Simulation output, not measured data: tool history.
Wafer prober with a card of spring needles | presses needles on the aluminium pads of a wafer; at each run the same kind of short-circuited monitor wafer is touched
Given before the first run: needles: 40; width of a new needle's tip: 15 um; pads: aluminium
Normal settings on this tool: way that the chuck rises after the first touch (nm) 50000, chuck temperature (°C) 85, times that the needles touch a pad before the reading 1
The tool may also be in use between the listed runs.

run,hour,way that the chuck rises after the first touch (nm),chuck temperature (°C),times that the needles touch a pad before the reading,resistance of one needle with its contact and lead (mohm),way that a needle slides on the pad (nm)
1,0,50000,85,1,180,13110
# hour 9.7: tips cleaned on abrasive film
# hour 26: tips cleaned on abrasive film
2,34.4,50000,35,1,171,13070
# hour 41.7: tips cleaned on abrasive film
# hour 57.1: tips cleaned on abrasive film
# hour 71.9: tips cleaned on abrasive film
3,71.9,68000,85,1,178,17750
# hour 88.9: tips cleaned on abrasive film
4,96.7,50000,119,1,187,13100
# hour 104.1: tips cleaned on abrasive film
# hour 121.5: tips cleaned on abrasive film
# hour 132.4: height of the first contact set anew
# hour 139.8: tips cleaned on abrasive film
5,153.7,50000,85,1,182,13080
# hour 157.4: tips cleaned on abrasive film
# hour 175.7: tips cleaned on abrasive film
# hour 193.1: tips cleaned on abrasive film
# hour 210.8: tips cleaned on abrasive film
6,212.5,50000,96,1,182,13050
# hour 225.8: tips cleaned on abrasive film
# hour 241.2: tips cleaned on abrasive film
7,241.2,50000,96,1,183,13040
# hour 258.9: tips cleaned on abrasive film
8,269.6,50000,96,1,181,13080
# hour 275.8: tips cleaned on abrasive film
# hour 292.3: tips cleaned on abrasive film
9,296.5,50000,85,1,176,12990
# hour 307.5: tips cleaned on abrasive film
10,322,50000,85,1,178,12960
# hour 325.5: tips cleaned on abrasive film
# hour 341.7: tips cleaned on abrasive film
# hour 358.9: tips cleaned on abrasive film
# hour 376.3: tips cleaned on abrasive film
11,376.3,50000,85,1,181,12990
# hour 394: tips cleaned on abrasive film
# hour 412.3: tips cleaned on abrasive film
12,416.4,50000,85,1,179,12980
# hour 429.5: tips cleaned on abrasive film
# hour 444.9: tips cleaned on abrasive film
13,446.3,50000,85,1,182,12940
# hour 460.2: tips cleaned on abrasive film
# hour 477.5: tips cleaned on abrasive film
# hour 495.8: tips cleaned on abrasive film
14,505.4,50000,27,1,167,12920

Run 15, settings as shown, results not yet in. Your forecast:
# hour 512.2: tips cleaned on abrasive film
# hour 530.5: tips cleaned on abrasive film
# hour 548.4: tips cleaned on abrasive film
15,561.7,50000,85,2,?,?

resistance of one needle with its contact and lead (mohm): 181
way that a needle slides on the pad (nm): 12940
The same run, on a tool lacking any hidden state, would have yielded resistance of one needle with its contact and lead (mohm) 181, way that a needle slides on the pad (nm) 13120.
